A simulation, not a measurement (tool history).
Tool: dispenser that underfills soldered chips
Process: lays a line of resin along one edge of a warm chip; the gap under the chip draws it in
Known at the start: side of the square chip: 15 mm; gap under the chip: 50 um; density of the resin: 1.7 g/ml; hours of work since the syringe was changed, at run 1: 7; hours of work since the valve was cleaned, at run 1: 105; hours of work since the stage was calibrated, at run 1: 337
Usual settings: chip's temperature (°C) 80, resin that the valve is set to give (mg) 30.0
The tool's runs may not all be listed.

run	hour	chip's temperature (°C)	resin that the valve is set to give (mg)	hours of work since the syringe was changed	hours of work since the valve was cleaned	hours of work since the stage was calibrated	time until the resin shows at the far edge (s)	resin that the valve gave (mg)
1	0.0	80	30.0	7	105	337	583.6	27.67
# hour 0.9: new syringe of resin
# hour 7.2: dispensing valve cleaned and set on the balance
2	10.3	80	28.7	7	2	344	563.2	28.58
# hour 12.3: new syringe of resin
3	18.2	80	30.0	5	8	350	502.3	29.60
# hour 22.4: new syringe of resin
4	23.8	80	30.0	1	13	354	397.7	29.72
5	31.1	80	30.0	7	18	360	559.3	29.63
# hour 32.5: new syringe of resin
6	40.7	80	30.0	6	26	367	558.0	29.52
# hour 42.9: new syringe of resin
7	48.4	80	30.0	4	31	373	503.3	29.29
# hour 53.7: new syringe of resin
8	58.7	84	30.9	4	39	380	416.0	30.28
# hour 63.8: new syringe of resin
9	69.7	82	26.5	5	48	389	488.5	25.51
# hour 74.3: new syringe of resin
10	79.7	72	30.0	4	55	396	705.9	28.82
# hour 85.0: new syringe of resin
11	89.4	78	34.0	3	62	404	508.2	32.63
# hour 95.3: new syringe of resin
12	96.1	78	34.1	1	68	409	426.9	32.70
# hour 105.4: new syringe of resin
13	105.4	76	34.9	0	75	416	456.6	32.96
14	114.4	76	34.9	7	82	423	687.2	32.99

Forecast each of these 4 alternatives for the next run:
# hour 115.9: new syringe of resin
A	121.2	78	34.9	4	87	428	?	?
# hour 115.9: new syringe of resin
B	121.2	76	34.7	4	87	428	?	?
# hour 115.9: new syringe of resin
C	121.2	89	35.4	4	87	428	?	?
# hour 115.9: new syringe of resin
D	121.2	77	36.0	4	87	428	?	?

run	time until the resin shows at the far edge (s)	resin that the valve gave (mg)
A	535.9	32.66
B	596.5	32.48
C	347.6	33.23
D	558.0	33.74
Without the tool's hidden state the same runs would have given:
run	time until the resin shows at the far edge (s)	resin that the valve gave (mg)
A	372.9	34.87
B	414.4	34.68
C	243.4	35.48
D	388.2	36.03
